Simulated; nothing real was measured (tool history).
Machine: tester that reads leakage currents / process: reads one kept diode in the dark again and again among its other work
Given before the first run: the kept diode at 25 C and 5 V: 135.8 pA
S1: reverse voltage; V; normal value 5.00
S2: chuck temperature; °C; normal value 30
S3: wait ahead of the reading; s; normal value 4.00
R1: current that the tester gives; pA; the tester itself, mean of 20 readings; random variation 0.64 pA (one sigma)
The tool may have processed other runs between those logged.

run     day    S1  S2    S3       R1
  1   0.000  5.00  30  4.00   215.82
  2   8.125  5.00  30  1.18   218.33
     10.083  -- tester calibrated
  3  13.221  5.00  30  1.18   222.28
  4  19.312  5.00  35  4.00   336.56
  5  23.033  5.00  30  7.04   223.30
  6  27.804  5.00  30  7.04   223.77
  7  36.054  5.00  30  7.04   224.58
  8  42.571  1.31  26  0.31    95.58
     43.383  -- probe card cleaned and baked
     43.829  -- chuck's temperature calibrated
  9  48.033  1.31  26  0.31    91.81
 10  54.262  1.31  26  0.31    92.45
     56.258  -- probe card cleaned and baked, once more
 11  58.350  1.44  26  0.31    94.34
 12  66.588  1.00  30  1.36   115.32
 13  74.162  5.00  60  1.33  2245.46
 14  77.583  6.30  30  5.87   235.82

Each row is a separate what-if for the run after 14, all from the same tool condition, not one after another. Results?
  A  83.988  6.30  30  2.94   ?
  B  83.988  3.30  30  9.06   ?
  C  83.988  5.61  30  4.00   ?

run      R1
  A  238.39
  B  185.12
  C  226.50
Take away the tool's hidden state, keep each run's random variation, and the runs would have read:
run      R1
  A  231.54
  B  180.49
  C  220.17
